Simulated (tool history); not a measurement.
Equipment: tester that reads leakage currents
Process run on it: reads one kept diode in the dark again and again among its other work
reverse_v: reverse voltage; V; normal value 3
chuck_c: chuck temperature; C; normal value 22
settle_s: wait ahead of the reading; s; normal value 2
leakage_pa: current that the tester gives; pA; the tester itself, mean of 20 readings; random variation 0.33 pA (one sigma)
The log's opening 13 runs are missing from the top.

| run | hour | reverse_v | chuck_c | settle_s | hours of work since the probe card was cleaned | hours of work since the tester was calibrated | hours of work since the chuck was calibrated | leakage_pa |
|---|---|---|---|---|---|---|---|---|
| 14 | 570.8 | 3 | 22 | 2.54 | 1860 | 2170 | 502 | 112.63 |
| 15 | 598.2 | 3 | 23 | 2.54 | 1881 | 2190 | 522 | 122.88 |
| 16 | 655.6 | 3 | 22 | 2 | 1923 | 2233 | 564 | 112.87 |
| 17 | 710.9 | 3 | 22 | 0.38 | 1963 | 2273 | 605 | 114.78 |
| 18 | 757 | 3 | 22 | 0.38 | 1997 | 2307 | 639 | 114.54 |
| 19 | 785.1 | 3 | 41 | 1.46 | 2018 | 2328 | 660 | 513.07 |
| 20 | 846.3 | 4.81 | 44 | 2 | 2063 | 2373 | 705 | 847.57 |
|  | 851.4 | chuck's temperature calibrated |
|  | 855.9 | tester calibrated |
| 21 | 876.1 | 1.26 | 27 | 2 | 2082 | 15 | 17 | 98.77 |
| 22 | 919.2 | 1.26 | 27 | 2 | 2114 | 47 | 48 | 99.29 |
| 23 | 964.5 | 3.48 | 36 | 2 | 2147 | 80 | 82 | 369.51 |
| 24 | 1006.5 | 3.48 | 36 | 5.39 | 2178 | 111 | 113 | 369.61 |
| 25 | 1037.3 | 3.48 | 36 | 5.39 | 2201 | 133 | 135 | 367.34 |
|  | 1052.1 | chuck's temperature calibrated, once more |
| 26 | 1077.9 | 3.48 | 36 | 0.91 | 2229 | 162 | 19 | 387.96 |
| 27 | 1113.9 | 6.88 | 53 | 2.29 | 2256 | 188 | 45 | 2043.56 |
| 28 | 1149.4 | 6.88 | 57 | 0.34 | 2282 | 215 | 72 | 2705.39 |
| 29 | 1192.6 | 2.82 | 41 | 5.2 | 2314 | 246 | 103 | 500.59 |

Run 30, settings as shown, results not yet in. Your forecast:
| 30 | 1220.2 | 3.01 | 24 | 5.2 | 2334 | 267 | 124 | ? |

leakage_pa: 135.6 pA
Take away the tool's hidden state, keep the run-to-run variation as it was, and the same run would have given leakage_pa 129.46 pA.
